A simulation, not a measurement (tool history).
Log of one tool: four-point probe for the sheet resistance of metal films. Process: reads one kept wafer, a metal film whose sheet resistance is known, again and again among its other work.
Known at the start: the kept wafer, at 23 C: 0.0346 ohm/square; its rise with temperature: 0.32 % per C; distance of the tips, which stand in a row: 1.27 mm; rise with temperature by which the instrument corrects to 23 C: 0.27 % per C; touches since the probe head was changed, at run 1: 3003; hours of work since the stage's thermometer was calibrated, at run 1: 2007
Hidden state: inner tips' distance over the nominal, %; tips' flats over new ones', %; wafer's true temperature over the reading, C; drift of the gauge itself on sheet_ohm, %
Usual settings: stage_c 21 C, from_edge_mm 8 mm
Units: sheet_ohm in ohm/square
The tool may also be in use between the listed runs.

run	hour	stage_c	from_edge_mm	touches since the probe head was changed	hours of work since the stage's thermometer was calibrated	sheet_ohm
1	0	21	8	3003	2007	0.035181
2	61.2	25	8	4049	2047	0.035231
3	98	25	8	4678	2072	0.035227
4	167.2	25	8	5861	2118	0.035225
5	211.8	21	8	6622	2147	0.035164
6	259.6	21	8	7440	2179	0.035162
7	308.9	35	8	8282	2211	0.035367
8	366	21	27	9257	2249	0.03473
9	407.1	24	8	9960	2276	0.035207
10	447.4	24	19	10650	2303	0.034822
11	485.2	21	8	11295	2328	0.035148
12	554.8	21	8	12485	2374	0.035145
13	596.1	21	42	13190	2401	0.034712
14	631.6	21	54	13796	2425	0.034695
15	702.4	27	8	15007	2472	0.035244
# hour 707.4: stage's thermometer calibrated
16	757.7	27	8	15943	33	0.035247
17	828.7	27	8	17157	80	0.035247
# hour 841.8: stage's thermometer calibrated, once more
18	889	27	8	18179	31	0.0352
19	942.7	21	8	19097	67	0.035106
20	972.4	21	8	19603	86	0.035108
21	1035.4	21	8	20680	128	0.035108
22	1106.6	21	8	21898	175	0.035108
23	1169.7	21	14	22976	217	0.03479
24	1224.1	24	15	23906	253	0.034816
25	1259.2	24	5	24505	276	0.035838
26	1299.1	24	53	25187	303	0.034682
27	1349.3	24	53	26045	336	0.034695
28	1410.9	29	9	27097	377	0.035122
29	1474	28	47	28176	418	0.034735
30	1521.3	28	47	28984	450	0.03474
31	1569.1	21	22	29802	481	0.034678
32	1629.7	32	4	30837	521	0.036565
33	1684.2	24	7	31769	557	0.035267
34	1723.6	23	17	32442	583	0.034748
35	1771.1	32	9	33254	615	0.03515
36	1838.5	22	29	34405	659	0.034683
37	1878.4	22	29	35086	686	0.034682
38	1918.5	22	29	35773	712	0.034673
39	1966.1	22	29	36585	744	0.034665
40	1996.8	32	8	37111	764	0.035245
41	2055.2	33	11	38107	803	0.035052
42	2101.1	20	21	38893	833	0.034658
43	2135.1	21	10	39473	856	0.034898
44	2188.3	32	5	40383	891	0.035933
45	2235.1	32	5	41182	922	0.035928

3 ways to go on from here, each from the tool as it stands after run 45. What would each give?
A	2301.3	29	5	42313	966	?
B	2301.3	21	3	42313	966	?
C	2301.3	21	29	42313	966	?

run	sheet_ohm
A	0.035886
B	0.03762
C	0.034634
Without the tool's hidden state the same runs would have given:
run	sheet_ohm
A	0.035851
B	0.037582
C	0.0346

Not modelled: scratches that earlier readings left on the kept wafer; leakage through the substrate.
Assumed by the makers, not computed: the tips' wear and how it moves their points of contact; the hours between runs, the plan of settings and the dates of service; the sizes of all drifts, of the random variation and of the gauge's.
